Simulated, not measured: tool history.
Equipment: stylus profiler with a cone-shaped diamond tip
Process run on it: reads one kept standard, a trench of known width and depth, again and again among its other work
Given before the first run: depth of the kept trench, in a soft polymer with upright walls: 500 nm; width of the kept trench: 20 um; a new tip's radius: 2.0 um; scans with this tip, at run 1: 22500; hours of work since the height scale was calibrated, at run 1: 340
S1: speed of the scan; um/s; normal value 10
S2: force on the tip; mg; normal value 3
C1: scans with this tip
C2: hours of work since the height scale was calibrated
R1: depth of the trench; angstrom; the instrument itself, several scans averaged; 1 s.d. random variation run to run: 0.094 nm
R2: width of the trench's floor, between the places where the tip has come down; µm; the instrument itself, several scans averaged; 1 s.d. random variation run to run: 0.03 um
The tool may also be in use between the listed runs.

run 1 day=0 | S1=10 S2=3 | C1=22500 C2=340 | R1=5087.6 R2=15.82
run 2 day=4.517 | S1=10 S2=3 | C1=23130 C2=400 | R1=5089.1 R2=15.79
run 3 day=9.258 | S1=10 S2=3 | C1=23793 C2=463 | R1=5087 R2=15.81
run 4 day=13.021 | S1=10 S2=1.27 | C1=24318 C2=513 | R1=5046.5 R2=15.76
run 5 day=15.525 | S1=10 S2=3 | C1=24668 C2=547 | R1=5085.2 R2=15.74
run 6 day=18.888 | S1=10 S2=5.2 | C1=25137 C2=592 | R1=5127.6 R2=15.71
-- day=23.079 new tip fitted, height scale calibrated
run 7 day=23.558 | S1=10 S2=5.2 | C1=67 C2=6 | R1=5136.4 R2=17.32
run 8 day=27.392 | S1=8 S2=5.2 | C1=602 C2=57 | R1=5136.6 R2=17.28
run 9 day=31.546 | S1=10 S2=3 | C1=1182 C2=113 | R1=5092.7 R2=17.24
run 10 day=36.2 | S1=10 S2=3 | C1=1832 C2=175 | R1=5093.6 R2=17.12
run 11 day=39.229 | S1=2 S2=3 | C1=2255 C2=215 | R1=5091.9 R2=17.17
run 12 day=42.192 | S1=10 S2=2.77 | C1=2669 C2=255 | R1=5087.8 R2=17.07
run 13 day=46.671 | S1=25 S2=3 | C1=3295 C2=314 | R1=5093.1 R2=17.01
run 14 day=48.967 | S1=25 S2=3 | C1=3615 C2=345 | R1=5090.6 R2=16.96
run 15 day=53.092 | S1=25 S2=3 | C1=4191 C2=400 | R1=5090.4 R2=16.97
run 16 day=57.771 | S1=25 S2=3 | C1=4845 C2=462 | R1=5089.2 R2=16.85
run 17 day=61.717 | S1=25 S2=6.93 | C1=5396 C2=515 | R1=5158.6 R2=16.86
run 18 day=64.829 | S1=25 S2=6.93 | C1=5831 C2=556 | R1=5159.4 R2=16.81
run 19 day=66.846 | S1=25 S2=6.93 | C1=6112 C2=583 | R1=5157.9 R2=16.78
run 20 day=69.283 | S1=10 S2=3 | C1=6453 C2=616 | R1=5087.8 R2=16.84
run 21 day=74.079 | S1=10 S2=3 | C1=7122 C2=680 | R1=5087 R2=16.76
run 22 day=78.529 | S1=10 S2=3 | C1=7744 C2=739 | R1=5085.4 R2=16.68
run 23 day=81.717 | S1=10 S2=3 | C1=8189 C2=781 | R1=5085.8 R2=16.65
run 24 day=85.221 | S1=18 S2=1.28 | C1=8678 C2=828 | R1=5045 R2=16.63
run 25 day=89.346 | S1=18 S2=1.28 | C1=9254 C2=883 | R1=5043.6 R2=16.55
-- day=89.729 height scale calibrated on a step standard
run 26 day=92.738 | S1=18 S2=1.28 | C1=9725 C2=40 | R1=5038.9 R2=16.54
run 27 day=95.779 | S1=18 S2=1.28 | C1=10150 C2=81 | R1=5036.4 R2=16.44
run 28 day=99.808 | S1=5 S2=1.28 | C1=10712 C2=134 | R1=5037 R2=16.48
run 29 day=102.629 | S1=27 S2=5.07 | C1=11107 C2=172 | R1=5117.1 R2=16.48
-- day=104.217 height scale calibrated on a step standard, once more
run 30 day=106.912 | S1=14 S2=4.84 | C1=11701 C2=36 | R1=5131.1 R2=16.4
run 31 day=109.904 | S1=14 S2=4.84 | C1=12119 C2=76 | R1=5128.9 R2=16.39
run 32 day=114.721 | S1=14 S2=4.84 | C1=12792 C2=140 | R1=5128 R2=16.38
run 33 day=117.442 | S1=5 S2=4.84 | C1=13172 C2=176 | R1=5129.5 R2=16.37
run 34 day=121.45 | S1=5 S2=4.84 | C1=13732 C2=230 | R1=5127.7 R2=16.31
run 35 day=126.012 | S1=10 S2=7.2 | C1=14369 C2=291 | R1=5164.2 R2=16.25
run 36 day=129.125 | S1=15 S2=6.69 | C1=14804 C2=332 | R1=5157.9 R2=16.21
run 37 day=133.833 | S1=20 S2=8.62 | C1=15461 C2=395 | R1=5185.3 R2=16.28
run 38 day=137.367 | S1=3 S2=5.07 | C1=15955 C2=442 | R1=5130.6 R2=16.19
run 39 day=141.438 | S1=8 S2=3.45 | C1=16523 C2=496 | R1=5099.7 R2=16.12
run 40 day=144.012 | S1=6 S2=4.18 | C1=16883 C2=530 | R1=5113.3 R2=16.15
run 41 day=148.683 | S1=9 S2=1.69 | C1=17535 C2=593 | R1=5060.5 R2=16.03
run 42 day=152.042 | S1=9 S2=1.69 | C1=18004 C2=637 | R1=5058.4 R2=16.01
run 43 day=156.688 | S1=3 S2=3.88 | C1=18653 C2=699 | R1=5106.2 R2=16.02
run 44 day=159.333 | S1=7 S2=4.96 | C1=19022 C2=735 | R1=5126.2 R2=15.99
run 45 day=161.954 | S1=6 S2=2.02 | C1=19388 C2=770 | R1=5065.7 R2=15.95

Results for each run, recomputed without the tool's hidden state and with each run's random variation untouched:
The tool's hidden condition here consists of: radius of the tip, um; height scale over the true one, %; drift of the gauge itself on depth_nm, %; drift of the gauge itself on floor_um, %.
run=1 R1=5092.3 R2=17.3
run=2 R1=5094.5 R2=17.31
run=3 R1=5093.1 R2=17.36
run=4 R1=5053.1 R2=17.34
run=5 R1=5092.3 R2=17.34
run=6 R1=5135.2 R2=17.34
run=7 R1=5135.3 R2=17.36
run=8 R1=5136 R2=17.36
run=9 R1=5092.7 R2=17.37
run=10 R1=5094.4 R2=17.3
run=11 R1=5093.2 R2=17.4
run=12 R1=5089.5 R2=17.33
run=13 R1=5095.6 R2=17.32
run=14 R1=5093.5 R2=17.29
run=15 R1=5093.9 R2=17.34
run=16 R1=5093.4 R2=17.28
run=17 R1=5163.5 R2=17.32
run=18 R1=5164.8 R2=17.31
run=19 R1=5163.6 R2=17.3
run=20 R1=5093.7 R2=17.38
run=21 R1=5093.7 R2=17.35
run=22 R1=5092.8 R2=17.32
run=23 R1=5093.6 R2=17.32
run=24 R1=5053.3 R2=17.34
run=25 R1=5052.5 R2=17.3
run=26 R1=5053.2 R2=17.32
run=27 R1=5051.2 R2=17.24
run=28 R1=5052.5 R2=17.33
run=29 R1=5133.2 R2=17.34
run=30 R1=5129.4 R2=17.31
run=31 R1=5127.7 R2=17.33
run=32 R1=5127.6 R2=17.36
run=33 R1=5129.5 R2=17.37
run=34 R1=5128.4 R2=17.35
run=35 R1=5165.6 R2=17.32
run=36 R1=5159.6 R2=17.31
run=37 R1=5187.8 R2=17.42
run=38 R1=5133.6 R2=17.36
run=39 R1=5103.4 R2=17.32
run=40 R1=5117.3 R2=17.38
run=41 R1=5065.2 R2=17.29
run=42 R1=5063.7 R2=17.31
run=43 R1=5112.3 R2=17.36
run=44 R1=5132.7 R2=17.34
run=45 R1=5072.5 R2=17.32
